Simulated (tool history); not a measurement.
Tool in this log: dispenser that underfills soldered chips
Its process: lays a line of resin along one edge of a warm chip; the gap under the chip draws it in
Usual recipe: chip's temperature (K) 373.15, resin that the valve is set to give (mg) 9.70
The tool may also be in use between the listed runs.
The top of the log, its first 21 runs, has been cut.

run,hour,chip's temperature (K),resin that the valve is set to give (mg),hours of work since the syringe was changed,hours of work since the valve was cleaned,hours of work since the stage was calibrated,time until the resin shows at the far edge (s),resin that the valve gave (mg)
22,162.8,366.15,11.52,6,75,236,352.8,10.99
23,168.2,373.15,9.51,10,79,239,311.1,9.11
# hour 169.1: new syringe of resin
24,174.1,375.15,9.56,3,82,243,237.2,9.06
# hour 183.3: dispensing valve cleaned and set on the balance
25,184.8,360.15,10.47,9,1,249,479.5,10.46
# hour 186.0: new syringe of resin
26,189.4,373.15,8.72,2,4,252,251.3,8.68
27,199.4,360.15,9.40,9,10,258,482.0,9.33
# hour 201.6: new syringe of resin
28,208.1,365.15,9.40,4,16,264,343.5,9.35
29,212.6,383.15,11.34,7,19,266,202.4,11.22
# hour 217.6: new syringe of resin
30,221.2,387.15,12.07,2,24,272,153.2,11.90
31,230.2,387.15,12.07,8,30,278,182.1,11.85
# hour 233.7: new syringe of resin
32,238.3,378.15,10.92,3,35,283,211.5,10.70
33,243.3,380.15,10.69,6,38,286,219.8,10.46
# hour 249.8: new syringe of resin
34,251.1,384.15,12.10,1,43,291,156.4,11.80
35,257.6,384.15,12.10,5,47,295,177.7,11.74

Forecast each of these 5 alternatives for the next run:
A,263.5,378.15,12.16,9,51,299,?,?
B,263.5,379.15,12.25,9,51,299,?,?
C,263.5,359.15,9.19,9,51,299,?,?
D,263.5,360.15,12.22,9,51,299,?,?
E,263.5,373.15,8.93,9,51,299,?,?

run,time until the resin shows at the far edge (s),resin that the valve gave (mg)
A,244.6,11.80
B,237.5,11.92
C,490.7,8.92
D,463.5,11.88
E,299.5,8.64
The same runs, with their run-to-run variation unchanged, on a tool lacking any hidden condition would have given:
run,time until the resin shows at the far edge (s),resin that the valve gave (mg)
A,194.6,12.15
B,188.9,12.26
C,390.4,9.18
D,369.9,12.23
E,237.6,8.89
